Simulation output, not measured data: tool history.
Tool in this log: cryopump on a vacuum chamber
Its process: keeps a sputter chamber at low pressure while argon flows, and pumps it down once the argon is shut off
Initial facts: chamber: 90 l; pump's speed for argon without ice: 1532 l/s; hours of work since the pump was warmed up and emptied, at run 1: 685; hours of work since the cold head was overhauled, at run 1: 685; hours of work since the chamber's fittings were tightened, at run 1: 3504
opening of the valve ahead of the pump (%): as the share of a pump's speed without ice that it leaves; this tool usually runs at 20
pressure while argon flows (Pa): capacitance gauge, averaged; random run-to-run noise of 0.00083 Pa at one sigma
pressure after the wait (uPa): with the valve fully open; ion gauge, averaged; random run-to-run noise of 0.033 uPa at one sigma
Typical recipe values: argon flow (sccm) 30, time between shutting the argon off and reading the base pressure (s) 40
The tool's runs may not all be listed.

run	hour	argon flow (sccm)	time between shutting the argon off and reading the base pressure (s)	opening of the valve ahead of the pump (%)	hours of work since the pump was warmed up and emptied	hours of work since the cold head was overhauled	hours of work since the chamber's fittings were tightened	pressure while argon flows (Pa)	pressure after the wait (uPa)
1	0.0	30	40	20	685	685	3504	0.1796	2.48
# hour 20.1: pump warmed up, emptied and cooled again
2	33.6	30	40	20	7	699	3518	0.1666	2.21
3	70.4	30	40	20	24	716	3536	0.1666	2.16
4	101.3	30	26	20	39	731	3550	0.1666	3.00
5	124.5	30	26	20	50	742	3562	0.1677	3.06
6	154.5	30	26	20	65	757	3576	0.1668	3.02
7	188.2	30	26	20	81	773	3592	0.1671	3.08
8	227.3	30	26	20	100	792	3611	0.1661	3.04
9	261.0	30	40	20	116	808	3627	0.1682	2.29
10	278.9	30	47	20	125	817	3636	0.1672	2.01
11	316.4	30	40	20	143	835	3654	0.1685	2.19
12	346.2	30	40	20	157	849	3669	0.1682	2.29
13	385.5	30	40	20	176	868	3687	0.1685	2.33
14	407.4	30	40	20	187	879	3698	0.1689	2.26
15	429.6	30	40	20	198	890	3709	0.1696	2.22
16	455.1	30	40	20	210	902	3721	0.1681	2.29
17	481.5	30	40	30	223	915	3734	0.1151	2.20
18	504.9	30	40	30	234	926	3745	0.1150	2.23
19	522.6	30	40	44	242	934	3754	0.0792	2.31
20	562.9	16	25	16	262	954	3773	0.1133	3.17
21	598.3	16	25	16	279	971	3790	0.1144	3.15
22	617.8	16	25	16	288	980	3800	0.1139	3.19
23	654.0	16	25	16	306	998	3817	0.1128	3.23
24	675.6	16	25	16	316	1008	3827	0.1133	3.13
25	712.5	16	25	16	334	1026	3845	0.1131	3.30
26	748.3	30	40	38	351	1043	3862	0.0944	2.44
27	789.2	30	113	38	371	1063	3882	0.0948	1.41
28	810.7	30	22	24	381	1073	3893	0.1435	3.54
29	829.1	30	115	20	390	1082	3901	0.1725	1.37
30	866.4	30	115	20	408	1100	3919	0.1730	1.38
31	886.5	25	20	19	418	1110	3929	0.1531	3.87
# hour 911.5: leaking fittings of the chamber tightened, without venting
32	918.0	58	47	41	432	1124	3	0.1726	1.63
33	954.0	58	47	41	449	1142	20	0.1736	1.63

Forecast each of these 4 alternatives for the next run:
A	991.8	26	28	20	468	1160	39	?	?
B	991.8	13	244	38	468	1160	39	?	?
C	991.8	54	20	43	468	1160	39	?	?
D	991.8	58	39	41	468	1160	39	?	?

run	pressure while argon flows (Pa)	pressure after the wait (uPa)
A	0.1513	2.47
B	0.0406	0.57
C	0.1549	3.41
D	0.1725	1.88
Take away the tool's hidden state, keep each run's random variation, and the runs would have read:
run	pressure while argon flows (Pa)	pressure after the wait (uPa)
A	0.1434	2.34
B	0.0366	0.45
C	0.1384	3.29
D	0.1548	1.75

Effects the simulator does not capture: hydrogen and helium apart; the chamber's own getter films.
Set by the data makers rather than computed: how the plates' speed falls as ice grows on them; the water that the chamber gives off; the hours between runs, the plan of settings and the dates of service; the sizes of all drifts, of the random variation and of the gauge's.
